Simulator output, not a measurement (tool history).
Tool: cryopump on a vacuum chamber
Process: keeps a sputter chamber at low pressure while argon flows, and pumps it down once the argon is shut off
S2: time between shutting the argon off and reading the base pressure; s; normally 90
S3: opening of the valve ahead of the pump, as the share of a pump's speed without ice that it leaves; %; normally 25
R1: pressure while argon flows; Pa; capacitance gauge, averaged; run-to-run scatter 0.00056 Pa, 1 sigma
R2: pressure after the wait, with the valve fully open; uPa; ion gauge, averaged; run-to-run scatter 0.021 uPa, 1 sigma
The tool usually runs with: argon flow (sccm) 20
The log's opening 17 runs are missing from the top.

{"run": 18, "hour": 618.0, "argon flow (sccm)": 17, "S2": 230, "S3": 25, "R1": 0.0563, "R2": 0.53}
{"run": 19, "hour": 668.1, "argon flow (sccm)": 17, "S2": 139, "S3": 20, "R1": 0.071, "R2": 0.59}
{"run": 20, "hour": 722.4, "argon flow (sccm)": 31, "S2": 129, "S3": 20, "R1": 0.1305, "R2": 0.62}
{"run": 21, "hour": 758.2, "argon flow (sccm)": 30, "S2": 67, "S3": 25, "R1": 0.1038, "R2": 0.74}
{"run": 22, "hour": 787.4, "argon flow (sccm)": 30, "S2": 124, "S3": 25, "R1": 0.1029, "R2": 0.66}
{"run": 23, "hour": 816.9, "argon flow (sccm)": 20, "S2": 103, "S3": 26, "R1": 0.0657, "R2": 0.67}
{"run": 24, "hour": 854.3, "argon flow (sccm)": 20, "S2": 103, "S3": 26, "R1": 0.0664, "R2": 0.71}
{"run": 25, "hour": 887.6, "argon flow (sccm)": 20, "S2": 48, "S3": 35, "R1": 0.0495, "R2": 0.87}
{"run": 26, "hour": 912.5, "argon flow (sccm)": 20, "S2": 90, "S3": 52, "R1": 0.0355, "R2": 0.74}
{"run": 27, "hour": 956.3, "argon flow (sccm)": 20, "S2": 90, "S3": 52, "R1": 0.036, "R2": 0.77}
{"run": 28, "hour": 981.1, "argon flow (sccm)": 30, "S2": 90, "S3": 25, "R1": 0.1025, "R2": 0.77}
{"run": 29, "hour": 1035.4, "argon flow (sccm)": 40, "S2": 90, "S3": 28, "R1": 0.1248, "R2": 0.79}
{"run": 30, "hour": 1062.0, "argon flow (sccm)": 10, "S2": 47, "S3": 49, "R1": 0.0192, "R2": 0.94}
{"run": 31, "hour": 1086.3, "argon flow (sccm)": 17, "S2": 90, "S3": 38, "R1": 0.0402, "R2": 0.78}
{"run": 32, "hour": 1119.3, "argon flow (sccm)": 20, "S2": 50, "S3": 25, "R1": 0.0705, "R2": 0.98}
{"run": 33, "hour": 1141.8, "argon flow (sccm)": 14, "S2": 90, "S3": 25, "R1": 0.0486, "R2": 0.85}

3 options for the next run, each taken on its own from the tool as it stands now. Forecast them:
{"run": "A", "hour": 1182.2, "argon flow (sccm)": 39, "S2": 90, "S3": 25, "R1": "?", "R2": "?"}
{"run": "B", "hour": 1182.2, "argon flow (sccm)": 22, "S2": 90, "S3": 30, "R1": "?", "R2": "?"}
{"run": "C", "hour": 1182.2, "argon flow (sccm)": 38, "S2": 72, "S3": 25, "R1": "?", "R2": "?"}

run=A R1=0.1376 R2=0.86
run=B R1=0.0659 R2=0.81
run=C R1=0.1346 R2=0.95
What these runs would have given with no unlogged condition in the tool:
run=A R1=0.1266 R2=0.31
run=B R1=0.0597 R2=0.26
run=C R1=0.1239 R2=0.37
